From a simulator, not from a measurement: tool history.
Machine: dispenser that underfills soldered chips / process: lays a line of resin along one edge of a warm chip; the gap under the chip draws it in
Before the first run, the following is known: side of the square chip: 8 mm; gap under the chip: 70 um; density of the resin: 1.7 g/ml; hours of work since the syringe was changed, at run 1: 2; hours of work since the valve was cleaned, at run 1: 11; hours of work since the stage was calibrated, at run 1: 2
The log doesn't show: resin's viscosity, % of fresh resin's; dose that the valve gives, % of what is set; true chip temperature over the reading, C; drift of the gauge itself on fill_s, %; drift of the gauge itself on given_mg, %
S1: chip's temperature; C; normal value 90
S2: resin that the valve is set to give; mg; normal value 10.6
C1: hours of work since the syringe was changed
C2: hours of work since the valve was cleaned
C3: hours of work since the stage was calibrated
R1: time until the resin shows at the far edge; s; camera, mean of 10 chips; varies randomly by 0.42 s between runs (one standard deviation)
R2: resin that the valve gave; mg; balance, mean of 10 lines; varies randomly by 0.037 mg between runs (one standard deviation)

| run | hour | S1 | S2 | C1 | C2 | C3 | R1 | R2 |
|---|---|---|---|---|---|---|---|---|
| 1 | 0.0 | 90 | 10.6 | 2 | 11 | 2 | 35.3 | 10.59 |
| 2 | 11.4 | 90 | 9.9 | 10 | 19 | 10 | 73.1 | 9.77 |
|  | 14.5 | new syringe of resin |
| 3 | 16.6 | 90 | 9.9 | 2 | 23 | 14 | 34.2 | 9.78 |
| 4 | 21.6 | 90 | 9.9 | 5 | 26 | 17 | 47.0 | 9.69 |
| 5 | 27.2 | 90 | 10.6 | 9 | 30 | 22 | 66.1 | 10.39 |
|  | 31.5 | new syringe of resin |
| 6 | 34.7 | 81 | 10.6 | 2 | 36 | 27 | 57.1 | 10.39 |
| 7 | 40.3 | 90 | 9.7 | 6 | 40 | 31 | 52.3 | 9.48 |
| 8 | 46.0 | 90 | 9.7 | 11 | 44 | 35 | 75.5 | 9.43 |
|  | 48.5 | new syringe of resin |
| 9 | 56.7 | 90 | 9.7 | 6 | 52 | 43 | 50.8 | 9.48 |
| 10 | 63.3 | 90 | 10.6 | 11 | 57 | 48 | 76.7 | 10.26 |
|  | 65.4 | new syringe of resin |
| 11 | 73.3 | 90 | 10.6 | 6 | 64 | 55 | 47.6 | 10.16 |
| 12 | 81.4 | 85 | 10.6 | 12 | 70 | 61 | 103.6 | 10.18 |
|  | 82.7 | new syringe of resin |
|  | 94.0 | dispensing valve cleaned and set on the balance |
| 13 | 94.0 | 85 | 10.6 | 8 | 0 | 69 | 72.3 | 10.63 |
| 14 | 99.2 | 85 | 10.6 | 11 | 4 | 73 | 99.4 | 10.61 |
|  | 100.7 | new syringe of resin |
| 15 | 104.3 | 93 | 9.7 | 3 | 7 | 76 | 33.2 | 9.60 |

Estimate the outcome of run 16 from the log above:
| 16 | 114.2 | 82 | 10.6 | 10 | 15 | 84 | ? | ? |

R1: 105.6 s
R2: 10.53 mg
Take away the tool's hidden state, keep the run-to-run variation as it was, and the same run would have given R1 44.6 s, R2 10.62 mg.

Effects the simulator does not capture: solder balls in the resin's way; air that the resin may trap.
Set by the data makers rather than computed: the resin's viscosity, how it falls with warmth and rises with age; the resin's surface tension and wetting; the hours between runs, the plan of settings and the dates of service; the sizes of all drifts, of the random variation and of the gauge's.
